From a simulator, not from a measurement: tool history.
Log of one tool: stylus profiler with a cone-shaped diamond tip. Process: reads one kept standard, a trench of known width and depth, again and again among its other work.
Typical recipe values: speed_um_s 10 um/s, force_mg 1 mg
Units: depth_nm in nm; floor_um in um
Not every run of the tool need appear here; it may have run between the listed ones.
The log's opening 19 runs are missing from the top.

run	day	speed_um_s	force_mg	depth_nm	floor_um
20	16.558	10	1	101.13	97.92
21	17.754	10	1	100.9	97.98
22	18.312	10	1	100.95	97.94
23	19.538	10	1	101.16	97.96
24	20.717	10	1.41	101.34	97.97
25	21.875	10	0.41	100.71	97.88
26	22.588	17	1.02	101.11	97.96
27	23.296	4	0.34	100.57	97.93
28	24.533	3	1.6	101.24	98.02
29	25.738	29	0.63	100.76	97.81
30	26.912	29	0.63	100.85	97.85
31	27.821	3	1.15	101.16	97.97
32	28.429	3	1.15	101.33	97.92
33	29.412	3	1.15	101.4	98.01
34	30.275	4	1	101.05	97.99
35	30.875	4	1	101.09	97.95
36	31.588	15	2.19	101.58	97.99
37	32.238	28	0.34	100.69	97.8
38	33.233	23	1.8	101.47	97.97
39	34.15	6	1.8	101.5	97.9
40	35.196	4	1	101.05	97.94
41	35.938	22	0.71	101.14	97.87
42	36.642	3	0.58	100.91	97.93
43	37.162	16	0.88	101.26	97.88

Predict the results of run 44:
44	38.15	16	0.88	?	?

{"run 44": {"depth_nm": 101.08, "floor_um": 97.9}}
Were there no unlogged condition in the tool, this run, its random variation unchanged, would have produced depth_nm 100.8 nm, floor_um 97.95 um.

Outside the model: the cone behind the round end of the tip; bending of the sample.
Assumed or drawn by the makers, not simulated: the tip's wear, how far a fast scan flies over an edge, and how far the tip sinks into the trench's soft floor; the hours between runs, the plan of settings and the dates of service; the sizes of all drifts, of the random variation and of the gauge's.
